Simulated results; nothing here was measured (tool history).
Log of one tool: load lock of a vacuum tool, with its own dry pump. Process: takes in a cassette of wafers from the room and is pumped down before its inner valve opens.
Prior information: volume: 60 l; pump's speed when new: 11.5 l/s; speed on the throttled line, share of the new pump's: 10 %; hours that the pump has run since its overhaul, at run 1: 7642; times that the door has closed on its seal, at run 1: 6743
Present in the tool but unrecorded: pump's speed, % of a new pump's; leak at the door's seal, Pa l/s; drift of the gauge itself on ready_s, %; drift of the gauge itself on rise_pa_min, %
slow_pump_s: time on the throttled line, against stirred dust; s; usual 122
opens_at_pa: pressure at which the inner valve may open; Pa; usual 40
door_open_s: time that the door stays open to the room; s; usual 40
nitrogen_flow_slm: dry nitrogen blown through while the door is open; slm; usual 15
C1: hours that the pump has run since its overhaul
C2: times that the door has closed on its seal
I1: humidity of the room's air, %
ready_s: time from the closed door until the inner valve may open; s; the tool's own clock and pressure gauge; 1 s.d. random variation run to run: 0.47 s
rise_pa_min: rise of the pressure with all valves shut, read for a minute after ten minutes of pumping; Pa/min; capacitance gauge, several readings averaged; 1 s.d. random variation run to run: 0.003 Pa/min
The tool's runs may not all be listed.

run 1 hour=0 | slow_pump_s=122 opens_at_pa=40 door_open_s=40 nitrogen_flow_slm=15 | C1=7642 C2=6743 | I1=44.3 | ready_s=157 rise_pa_min=0.043
run 2 hour=121.2 | slow_pump_s=122 opens_at_pa=40 door_open_s=40 nitrogen_flow_slm=15 | C1=7764 C2=7270 | I1=45.4 | ready_s=156.5 rise_pa_min=0.041
run 3 hour=190.9 | slow_pump_s=122 opens_at_pa=40 door_open_s=40 nitrogen_flow_slm=15 | C1=7833 C2=7574 | I1=43.3 | ready_s=157.6 rise_pa_min=0.044
run 4 hour=264.1 | slow_pump_s=122 opens_at_pa=40 door_open_s=40 nitrogen_flow_slm=15 | C1=7907 C2=7892 | I1=43.8 | ready_s=156.8 rise_pa_min=0.046
run 5 hour=354.8 | slow_pump_s=122 opens_at_pa=40 door_open_s=40 nitrogen_flow_slm=15 | C1=7997 C2=8287 | I1=45.1 | ready_s=156.4 rise_pa_min=0.051
run 6 hour=479.3 | slow_pump_s=83 opens_at_pa=40 door_open_s=40 nitrogen_flow_slm=15 | C1=8122 C2=8829 | I1=43.6 | ready_s=122.9 rise_pa_min=0.044
run 7 hour=540.6 | slow_pump_s=117 opens_at_pa=40 door_open_s=40 nitrogen_flow_slm=15 | C1=8183 C2=9096 | I1=45.6 | ready_s=152 rise_pa_min=0.047
run 8 hour=613.3 | slow_pump_s=117 opens_at_pa=40 door_open_s=40 nitrogen_flow_slm=15 | C1=8256 C2=9413 | I1=45.7 | ready_s=152.3 rise_pa_min=0.05
run 9 hour=703.9 | slow_pump_s=117 opens_at_pa=40 door_open_s=40 nitrogen_flow_slm=13 | C1=8346 C2=9807 | I1=44.3 | ready_s=153.1 rise_pa_min=0.054
run 10 hour=784.3 | slow_pump_s=117 opens_at_pa=40 door_open_s=40 nitrogen_flow_slm=13 | C1=8427 C2=10157 | I1=42.2 | ready_s=153.8 rise_pa_min=0.046
run 11 hour=890.4 | slow_pump_s=117 opens_at_pa=40 door_open_s=40 nitrogen_flow_slm=13 | C1=8533 C2=10619 | I1=46.3 | ready_s=152.7 rise_pa_min=0.054
run 12 hour=956.7 | slow_pump_s=122 opens_at_pa=40 door_open_s=40 nitrogen_flow_slm=15 | C1=8599 C2=10908 | I1=43.6 | ready_s=157.5 rise_pa_min=0.048
run 13 hour=1039.9 | slow_pump_s=122 opens_at_pa=40 door_open_s=40 nitrogen_flow_slm=20 | C1=8682 C2=11270 | I1=43.5 | ready_s=157.3 rise_pa_min=0.052
run 14 hour=1098.5 | slow_pump_s=122 opens_at_pa=44 door_open_s=40 nitrogen_flow_slm=15 | C1=8741 C2=11525 | I1=45.6 | ready_s=156.2 rise_pa_min=0.058
run 15 hour=1227.5 | slow_pump_s=68 opens_at_pa=40 door_open_s=40 nitrogen_flow_slm=15 | C1=8870 C2=12087 | I1=46.2 | ready_s=110.3 rise_pa_min=0.05
run 16 hour=1351.9 | slow_pump_s=68 opens_at_pa=40 door_open_s=40 nitrogen_flow_slm=15 | C1=8994 C2=12628 | I1=44.1 | ready_s=110.6 rise_pa_min=0.055
run 17 hour=1409.4 | slow_pump_s=68 opens_at_pa=40 door_open_s=40 nitrogen_flow_slm=15 | C1=9052 C2=12879 | I1=44.9 | ready_s=110.6 rise_pa_min=0.057
run 18 hour=1488.4 | slow_pump_s=68 opens_at_pa=40 door_open_s=40 nitrogen_flow_slm=15 | C1=9131 C2=13223 | I1=42 | ready_s=111.1 rise_pa_min=0.056
run 19 hour=1583.7 | slow_pump_s=68 opens_at_pa=40 door_open_s=40 nitrogen_flow_slm=15 | C1=9226 C2=13637 | I1=44.4 | ready_s=110.6 rise_pa_min=0.058
run 20 hour=1663.6 | slow_pump_s=68 opens_at_pa=40 door_open_s=40 nitrogen_flow_slm=15 | C1=9306 C2=13985 | I1=44.3 | ready_s=110.9 rise_pa_min=0.063
run 21 hour=1773.4 | slow_pump_s=68 opens_at_pa=40 door_open_s=40 nitrogen_flow_slm=15 | C1=9416 C2=14463 | I1=48 | ready_s=110.7 rise_pa_min=0.061
run 22 hour=1905.2 | slow_pump_s=88 opens_at_pa=40 door_open_s=40 nitrogen_flow_slm=9 | C1=9548 C2=15037 | I1=45.5 | ready_s=128.2 rise_pa_min=0.067
run 23 hour=1992.9 | slow_pump_s=107 opens_at_pa=64 door_open_s=139 nitrogen_flow_slm=4 | C1=9635 C2=15419 | I1=40.5 | ready_s=141.8 rise_pa_min=0.095
run 24 hour=2098.4 | slow_pump_s=83 opens_at_pa=64 door_open_s=139 nitrogen_flow_slm=22 | C1=9741 C2=15878 | I1=44.9 | ready_s=120.8 rise_pa_min=0.075
run 25 hour=2157.1 | slow_pump_s=83 opens_at_pa=64 door_open_s=193 nitrogen_flow_slm=4 | C1=9800 C2=16134 | I1=46.6 | ready_s=121.5 rise_pa_min=0.112
run 26 hour=2280.3 | slow_pump_s=164 opens_at_pa=64 door_open_s=193 nitrogen_flow_slm=4 | C1=9923 C2=16670 | I1=42.1 | ready_s=192.6 rise_pa_min=0.11
run 27 hour=2371.6 | slow_pump_s=164 opens_at_pa=64 door_open_s=193 nitrogen_flow_slm=4 | C1=10014 C2=17068 | I1=43.8 | ready_s=192.1 rise_pa_min=0.111
run 28 hour=2463.9 | slow_pump_s=63 opens_at_pa=33 door_open_s=125 nitrogen_flow_slm=15 | C1=10106 C2=17469 | I1=43.8 | ready_s=108.3 rise_pa_min=0.081
run 29 hour=2560.5 | slow_pump_s=63 opens_at_pa=33 door_open_s=125 nitrogen_flow_slm=15 | C1=10203 C2=17890 | I1=45.7 | ready_s=109.1 rise_pa_min=0.09
run 30 hour=2661 | slow_pump_s=63 opens_at_pa=33 door_open_s=125 nitrogen_flow_slm=15 | C1=10303 C2=18327 | I1=46.2 | ready_s=108.7 rise_pa_min=0.088
run 31 hour=2791.1 | slow_pump_s=63 opens_at_pa=33 door_open_s=125 nitrogen_flow_slm=15 | C1=10434 C2=18894 | I1=46.4 | ready_s=109 rise_pa_min=0.093
run 32 hour=2897.9 | slow_pump_s=167 opens_at_pa=33 door_open_s=222 nitrogen_flow_slm=9 | C1=10540 C2=19359 | I1=47.9 | ready_s=199.5 rise_pa_min=0.12
run 33 hour=3022.9 | slow_pump_s=167 opens_at_pa=33 door_open_s=222 nitrogen_flow_slm=9 | C1=10665 C2=19903 | I1=42.5 | ready_s=199.8 rise_pa_min=0.109
-- hour=3113.1 dry pump taken out, an overhauled one fitted
run 34 hour=3142.6 | slow_pump_s=122 opens_at_pa=39 door_open_s=38 nitrogen_flow_slm=22 | C1=29 C2=20398 | I1=41.4 | ready_s=152.1 rise_pa_min=0.07
run 35 hour=3270 | slow_pump_s=75 opens_at_pa=39 door_open_s=107 nitrogen_flow_slm=27 | C1=157 C2=20953 | I1=47.1 | ready_s=108.6 rise_pa_min=0.087
run 36 hour=3406.8 | slow_pump_s=122 opens_at_pa=77 door_open_s=40 nitrogen_flow_slm=15 | C1=294 C2=21548 | I1=50 | ready_s=147.5 rise_pa_min=0.078
run 37 hour=3539 | slow_pump_s=122 opens_at_pa=40 door_open_s=144 nitrogen_flow_slm=15 | C1=426 C2=22124 | I1=46.3 | ready_s=151.7 rise_pa_min=0.107

Alternative continuations, all from the tool just after run 37; predict every row:
run A hour=3619 | slow_pump_s=160 opens_at_pa=40 door_open_s=34 nitrogen_flow_slm=15 | C1=506 C2=22472 | I1=45.1 | ready_s=? rise_pa_min=?
run B hour=3619 | slow_pump_s=122 opens_at_pa=32 door_open_s=30 nitrogen_flow_slm=5 | C1=506 C2=22472 | I1=44.2 | ready_s=? rise_pa_min=?
run C hour=3619 | slow_pump_s=122 opens_at_pa=40 door_open_s=144 nitrogen_flow_slm=14 | C1=506 C2=22472 | I1=45.7 | ready_s=? rise_pa_min=?

run=A ready_s=185.3 rise_pa_min=0.081
run=B ready_s=151.7 rise_pa_min=0.093
run=C ready_s=150.8 rise_pa_min=0.106
The same runs, with their run-to-run variation unchanged, on a tool lacking any hidden condition would have given:
run=A ready_s=185.2 rise_pa_min=0.032
run=B ready_s=151.6 rise_pa_min=0.042
run=C ready_s=150.7 rise_pa_min=0.055
